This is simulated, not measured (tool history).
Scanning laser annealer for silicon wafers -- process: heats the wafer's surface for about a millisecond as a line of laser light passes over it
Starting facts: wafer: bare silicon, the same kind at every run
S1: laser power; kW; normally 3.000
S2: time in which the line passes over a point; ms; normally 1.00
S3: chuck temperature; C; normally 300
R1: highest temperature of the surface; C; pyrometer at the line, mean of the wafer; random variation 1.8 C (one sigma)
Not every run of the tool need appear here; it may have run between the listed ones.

run,hour,S1,S2,S3,R1
1,0.0,3.000,1.00,300,1054
2,46.8,3.000,1.00,300,1046
3,94.9,3.000,1.00,300,1042
4,142.0,3.000,0.86,300,984
5,184.8,3.000,0.86,300,982
6,220.8,3.000,1.00,300,1039
7,267.0,3.000,1.00,300,1032
8,309.6,3.000,1.00,300,1033
9,348.2,3.000,1.00,300,1029
10,393.2,3.000,1.00,292,1019
11,420.9,3.178,1.00,300,1060
12,463.2,3.000,1.00,300,1018
13,506.7,3.000,0.72,337,945
14,543.8,2.751,1.00,267,927
# hour 556.9: optics aligned, line set to its width
# hour 571.0: window over the wafer cleaned
15,588.0,2.751,1.00,267,963
16,632.0,3.246,1.00,276,1086
17,656.4,3.246,1.00,276,1084
18,678.6,3.205,0.73,340,1023
19,716.3,3.204,1.09,298,1124
20,747.5,2.595,1.14,320,1012
21,781.9,3.000,0.74,312,949
22,816.6,2.617,1.24,267,993
23,852.6,3.139,1.00,317,1087

Consider 4 possible next runs. They are alternatives, not a sequence: every one starts from the tool as it was left by run 23. What does each give?
A,896.2,2.715,1.04,317,?
B,896.2,3.139,1.11,317,?
C,896.2,3.000,1.00,307,?
D,896.2,3.000,1.00,305,?

run,R1
A,1002
B,1126
C,1044
D,1043
The same runs, with their run-to-run variation unchanged, on a tool lacking any hidden condition would have given:
run,R1
A,1032
B,1162
C,1076
D,1076
